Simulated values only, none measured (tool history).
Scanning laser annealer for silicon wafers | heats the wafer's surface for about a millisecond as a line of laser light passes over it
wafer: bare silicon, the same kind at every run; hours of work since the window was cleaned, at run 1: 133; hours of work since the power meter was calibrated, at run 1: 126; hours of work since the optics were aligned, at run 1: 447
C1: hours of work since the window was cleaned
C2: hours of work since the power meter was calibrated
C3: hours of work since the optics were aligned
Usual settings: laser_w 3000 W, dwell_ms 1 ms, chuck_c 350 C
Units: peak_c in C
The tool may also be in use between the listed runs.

{"run": 1, "day": 0.0, "laser_w": 3000, "dwell_ms": 1, "chuck_c": 350, "C1": 133, "C2": 126, "C3": 447, "peak_c": 1115}
{"run": 2, "day": 0.596, "laser_w": 3000, "dwell_ms": 1, "chuck_c": 350, "C1": 140, "C2": 132, "C3": 454, "peak_c": 1113}
{"run": 3, "day": 1.092, "laser_w": 3000, "dwell_ms": 1, "chuck_c": 350, "C1": 145, "C2": 137, "C3": 459, "peak_c": 1111}
{"run": 4, "day": 1.479, "laser_w": 3000, "dwell_ms": 1, "chuck_c": 350, "C1": 149, "C2": 141, "C3": 463, "peak_c": 1111}
{"run": 5, "day": 1.862, "laser_w": 3000, "dwell_ms": 1, "chuck_c": 350, "C1": 153, "C2": 145, "C3": 467, "peak_c": 1109}
{"run": 6, "day": 2.371, "laser_w": 3000, "dwell_ms": 1, "chuck_c": 350, "C1": 158, "C2": 151, "C3": 472, "peak_c": 1108}
{"run": 7, "day": 3.042, "laser_w": 3000, "dwell_ms": 1, "chuck_c": 350, "C1": 166, "C2": 158, "C3": 480, "peak_c": 1106}
{"run": 8, "day": 3.362, "laser_w": 3000, "dwell_ms": 1, "chuck_c": 350, "C1": 169, "C2": 161, "C3": 483, "peak_c": 1104}
{"run": 9, "day": 4.025, "laser_w": 3000, "dwell_ms": 1, "chuck_c": 387, "C1": 176, "C2": 168, "C3": 490, "peak_c": 1143}
{"run": 10, "day": 4.592, "laser_w": 3000, "dwell_ms": 1.18, "chuck_c": 387, "C1": 182, "C2": 174, "C3": 496, "peak_c": 1197}
{"run": 11, "day": 5.2, "laser_w": 3000, "dwell_ms": 1.17, "chuck_c": 387, "C1": 188, "C2": 181, "C3": 502, "peak_c": 1200}
{"run": 12, "day": 5.579, "laser_w": 3000, "dwell_ms": 1.17, "chuck_c": 387, "C1": 192, "C2": 185, "C3": 507, "peak_c": 1199}

Forecast run 13:
{"run": 13, "day": 5.933, "laser_w": 3187, "dwell_ms": 1.05, "chuck_c": 362, "C1": 196, "C2": 189, "C3": 510, "peak_c": "?"}

peak_c: 1186 C
Without the tool's hidden state the same run would have given peak_c 1228 C.

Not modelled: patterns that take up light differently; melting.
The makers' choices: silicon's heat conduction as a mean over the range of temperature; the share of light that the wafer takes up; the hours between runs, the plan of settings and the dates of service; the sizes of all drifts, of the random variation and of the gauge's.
